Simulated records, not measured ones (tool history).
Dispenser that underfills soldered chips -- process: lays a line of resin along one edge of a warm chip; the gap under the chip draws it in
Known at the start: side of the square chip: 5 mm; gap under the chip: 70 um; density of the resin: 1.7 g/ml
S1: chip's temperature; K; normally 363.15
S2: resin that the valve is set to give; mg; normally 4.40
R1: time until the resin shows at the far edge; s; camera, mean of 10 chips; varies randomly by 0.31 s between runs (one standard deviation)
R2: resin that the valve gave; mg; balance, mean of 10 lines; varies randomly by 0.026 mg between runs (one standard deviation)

run 1 day=0.000 | S1=363.15 S2=4.40 | R1=8.2 R2=4.38
run 2 day=0.192 | S1=363.15 S2=4.51 | R1=11.2 R2=4.44
run 3 day=0.383 | S1=363.15 S2=4.51 | R1=14.6 R2=4.47
run 4 day=0.638 | S1=363.15 S2=4.67 | R1=7.9 R2=4.57
run 5 day=0.908 | S1=363.15 S2=4.67 | R1=12.1 R2=4.59
run 6 day=1.138 | S1=363.15 S2=4.67 | R1=6.0 R2=4.55
run 7 day=1.483 | S1=363.15 S2=3.85 | R1=9.6 R2=3.74
run 8 day=1.754 | S1=363.15 S2=3.85 | R1=14.9 R2=3.70
run 9 day=1.929 | S1=363.15 S2=4.83 | R1=7.0 R2=4.68
run 10 day=2.158 | S1=362.15 S2=4.40 | R1=9.9 R2=4.22
run 11 day=2.488 | S1=354.15 S2=4.40 | R1=21.8 R2=4.20
run 12 day=2.792 | S1=363.15 S2=4.58 | R1=8.8 R2=4.37
run 13 day=3.067 | S1=363.15 S2=4.40 | R1=12.5 R2=4.16
run 14 day=3.267 | S1=363.15 S2=4.40 | R1=6.5 R2=4.15
run 15 day=3.512 | S1=363.15 S2=4.40 | R1=9.4 R2=4.11
run 16 day=3.812 | S1=363.15 S2=4.40 | R1=12.8 R2=4.15
run 17 day=4.108 | S1=363.15 S2=4.40 | R1=7.8 R2=4.09
run 18 day=4.258 | S1=363.15 S2=4.40 | R1=9.1 R2=4.11
run 19 day=4.558 | S1=377.15 S2=4.40 | R1=7.5 R2=4.05
run 20 day=4.779 | S1=363.15 S2=5.41 | R1=7.4 R2=5.01
run 21 day=5.042 | S1=348.15 S2=3.80 | R1=22.3 R2=3.50
run 22 day=5.262 | S1=348.15 S2=3.80 | R1=30.3 R2=3.46
run 23 day=5.596 | S1=377.15 S2=4.18 | R1=4.9 R2=4.17
run 24 day=5.788 | S1=365.15 S2=4.19 | R1=9.6 R2=4.23
run 25 day=5.971 | S1=365.15 S2=4.19 | R1=12.8 R2=4.14
run 26 day=6.292 | S1=356.15 S2=5.57 | R1=11.0 R2=5.50
run 27 day=6.571 | S1=363.15 S2=4.40 | R1=12.5 R2=4.32
run 28 day=6.825 | S1=363.15 S2=4.40 | R1=6.7 R2=4.36
run 29 day=7.162 | S1=352.15 S2=4.89 | R1=16.1 R2=4.79
run 30 day=7.358 | S1=370.15 S2=5.12 | R1=9.7 R2=4.96
run 31 day=7.675 | S1=354.15 S2=3.83 | R1=13.1 R2=3.72
run 32 day=7.912 | S1=363.15 S2=5.51 | R1=11.1 R2=5.31
run 33 day=8.179 | S1=376.15 S2=4.20 | R1=4.2 R2=4.05
run 34 day=8.375 | S1=376.15 S2=4.20 | R1=5.1 R2=4.02
run 35 day=8.696 | S1=366.15 S2=5.60 | R1=10.9 R2=5.37
run 36 day=8.988 | S1=354.15 S2=4.77 | R1=11.5 R2=4.51

Not shown here: 14 entries made in the log between runs. Locate each between two listed runs and compare the hidden state at the listed run before it with the hidden state at the listed run after it:
Run 3 -> run 4: new syringe of resin (day 0.446)
  resin's viscosity, % of fresh resin's: 239.2 -> 131.7; dose that the valve gives, % of what is set: 98.58 -> 98.24; true chip temperature over the reading, C: 0.92 -> 0.94
  difference, measured minus the result without the unlogged condition, R1: +8.2 -> +1.7 s; R2: -0.06 -> -0.08 mg
Run 5 -> run 6: new syringe of resin (day 1.138)
  resin's viscosity, % of fresh resin's: 191 -> 100.2; dose that the valve gives, % of what is set: 97.84 -> 97.53; true chip temperature over the reading, C: 0.96 -> 0.98
  difference, measured minus the result without the unlogged condition, R1: +5.2 -> -0.2 s; R2: -0.10 -> -0.12 mg
Run 8 -> run 9: new syringe of resin (day 1.842)
  resin's viscosity, % of fresh resin's: 231.4 -> 111.8; dose that the valve gives, % of what is set: 96.68 -> 96.42; true chip temperature over the reading, C: 1.03 -> 1.04
  difference, measured minus the result without the unlogged condition, R1: +7.9 -> +0.5 s; R2: -0.13 -> -0.17 mg
Run 11 -> run 12: new syringe of resin (day 2.533)
  resin's viscosity, % of fresh resin's: 239.4 -> 141.9; dose that the valve gives, % of what is set: 95.63 -> 95.22; true chip temperature over the reading, C: 1.09 -> 1.11
  difference, measured minus the result without the unlogged condition, R1: +12.3 -> +2.3 s; R2: -0.19 -> -0.22 mg
Run 13 -> run 14: new syringe of resin (day 3.238)
  resin's viscosity, % of fresh resin's: 205.9 -> 105.1; dose that the valve gives, % of what is set: 94.86 -> 94.6; true chip temperature over the reading, C: 1.13 -> 1.15
  difference, measured minus the result without the unlogged condition, R1: +6.1 -> +0.0 s; R2: -0.22 -> -0.24 mg
Run 16 -> run 17: new syringe of resin (day 3.929)
  resin's viscosity, % of fresh resin's: 220.8 -> 127.1; dose that the valve gives, % of what is set: 93.88 -> 93.45; true chip temperature over the reading, C: 1.19 -> 1.22
  difference, measured minus the result without the unlogged condition, R1: +7.0 -> +1.4 s; R2: -0.27 -> -0.29 mg
Run 19 -> run 20: new syringe of resin (day 4.617)
  resin's viscosity, % of fresh resin's: 234.4 -> 125.3; dose that the valve gives, % of what is set: 92.84 -> 92.54; true chip temperature over the reading, C: 1.25 -> 1.27
  difference, measured minus the result without the unlogged condition, R1: +4.4 -> +1.2 s; R2: -0.31 -> -0.40 mg
Run 22 -> run 23: new syringe of resin (day 5.304); dispensing valve cleaned and set on the balance (day 5.375)
  resin's viscosity, % of fresh resin's: 242.3 -> 138.4; dose that the valve gives, % of what is set: 91.84 -> 99.86; true chip temperature over the reading, C: 1.31 -> 1.33
  difference, measured minus the result without the unlogged condition, R1: +17.4 -> +1.1 s; R2: -0.31 -> -0.01 mg
Run 25 -> run 26: new syringe of resin (day 6.038)
  resin's viscosity, % of fresh resin's: 231.3 -> 141.4; dose that the valve gives, % of what is set: 99.33 -> 98.88; true chip temperature over the reading, C: 1.36 -> 1.39
  difference, measured minus the result without the unlogged condition, R1: +6.9 -> +2.7 s; R2: -0.03 -> -0.06 mg
Run 27 -> run 28: new syringe of resin (day 6.742)
  resin's viscosity, % of fresh resin's: 207.2 -> 111.5; dose that the valve gives, % of what is set: 98.5 -> 98.18; true chip temperature over the reading, C: 1.41 -> 1.43
  difference, measured minus the result without the unlogged condition, R1: +6.0 -> +0.3 s; R2: -0.07 -> -0.08 mg
Run 30 -> run 31: new syringe of resin (day 7.425)
  resin's viscosity, % of fresh resin's: 229.5 -> 139.4; dose that the valve gives, % of what is set: 97.45 -> 97; true chip temperature over the reading, C: 1.47 -> 1.5
  difference, measured minus the result without the unlogged condition, R1: +5.3 -> +3.1 s; R2: -0.13 -> -0.11 mg
Run 32 -> run 33: new syringe of resin (day 8.108)
  resin's viscosity, % of fresh resin's: 192.1 -> 108.9; dose that the valve gives, % of what is set: 96.65 -> 96.29; true chip temperature over the reading, C: 1.52 -> 1.54
  difference, measured minus the result without the unlogged condition, R1: +5.0 -> +0.2 s; R2: -0.18 -> -0.16 mg
Run 35 -> run 36: new syringe of resin (day 8.796)
  resin's viscosity, % of fresh resin's: 220.3 -> 129.1; dose that the valve gives, % of what is set: 95.57 -> 95.14; true chip temperature over the reading, C: 1.58 -> 1.6
  difference, measured minus the result without the unlogged condition, R1: +5.7 -> +1.9 s; R2: -0.25 -> -0.23 mg
